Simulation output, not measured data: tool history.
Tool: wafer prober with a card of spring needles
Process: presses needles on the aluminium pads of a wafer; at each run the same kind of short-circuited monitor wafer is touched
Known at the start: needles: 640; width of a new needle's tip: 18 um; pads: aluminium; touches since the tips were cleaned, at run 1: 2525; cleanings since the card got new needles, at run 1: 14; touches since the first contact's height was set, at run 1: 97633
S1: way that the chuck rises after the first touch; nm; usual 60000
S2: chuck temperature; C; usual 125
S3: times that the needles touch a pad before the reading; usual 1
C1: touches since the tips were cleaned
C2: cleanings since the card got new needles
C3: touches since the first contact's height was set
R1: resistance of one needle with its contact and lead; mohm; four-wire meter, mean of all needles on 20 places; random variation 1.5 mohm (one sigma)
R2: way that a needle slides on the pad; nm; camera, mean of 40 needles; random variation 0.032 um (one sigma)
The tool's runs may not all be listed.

| run | hour | S1 | S2 | S3 | C1 | C2 | C3 | R1 | R2 |
|---|---|---|---|---|---|---|---|---|---|
| 1 | 0.0 | 60000 | 125 | 1 | 2525 | 14 | 97633 | 139 | 8450 |
|  | 8.7 | tips cleaned on abrasive film |
| 2 | 12.4 | 60000 | 125 | 3 | 1893 | 15 | 103876 | 136 | 8420 |
|  | 21.7 | tips cleaned on abrasive film |
|  | 34.0 | tips cleaned on abrasive film |
| 3 | 37.3 | 60000 | 125 | 3 | 1652 | 17 | 116390 | 137 | 8390 |
|  | 47.5 | tips cleaned on abrasive film |
| 4 | 49.3 | 60000 | 125 | 1 | 870 | 18 | 122401 | 140 | 8440 |
|  | 59.8 | tips cleaned on abrasive film |
|  | 73.2 | tips cleaned on abrasive film |
| 5 | 75.7 | 60000 | 125 | 1 | 1233 | 20 | 135682 | 138 | 8390 |
|  | 85.6 | tips cleaned on abrasive film |
| 6 | 89.0 | 60000 | 125 | 1 | 1694 | 21 | 142373 | 139 | 8410 |
|  | 98.8 | tips cleaned on abrasive film |
| 7 | 106.1 | 60000 | 125 | 1 | 3708 | 22 | 151040 | 140 | 8420 |
|  | 111.0 | tips cleaned on abrasive film |
|  | 123.5 | tips cleaned on abrasive film |
| 8 | 129.3 | 60000 | 125 | 1 | 2917 | 24 | 162670 | 139 | 8390 |
|  | 137.0 | tips cleaned on abrasive film |
| 9 | 143.6 | 46000 | 68 | 1 | 3337 | 25 | 169856 | 135 | 6450 |

The next listed run, before its measurement:
|  | 149.4 | tips cleaned on abrasive film |
| 10 | 155.0 | 62000 | 50 | 1 | 2842 | 26 | 175613 | ? | ? |

R1: 126 mohm
R2: 8700 nm
Without the tool's hidden state the same run would have given R1 126 mohm, R2 8700 nm.

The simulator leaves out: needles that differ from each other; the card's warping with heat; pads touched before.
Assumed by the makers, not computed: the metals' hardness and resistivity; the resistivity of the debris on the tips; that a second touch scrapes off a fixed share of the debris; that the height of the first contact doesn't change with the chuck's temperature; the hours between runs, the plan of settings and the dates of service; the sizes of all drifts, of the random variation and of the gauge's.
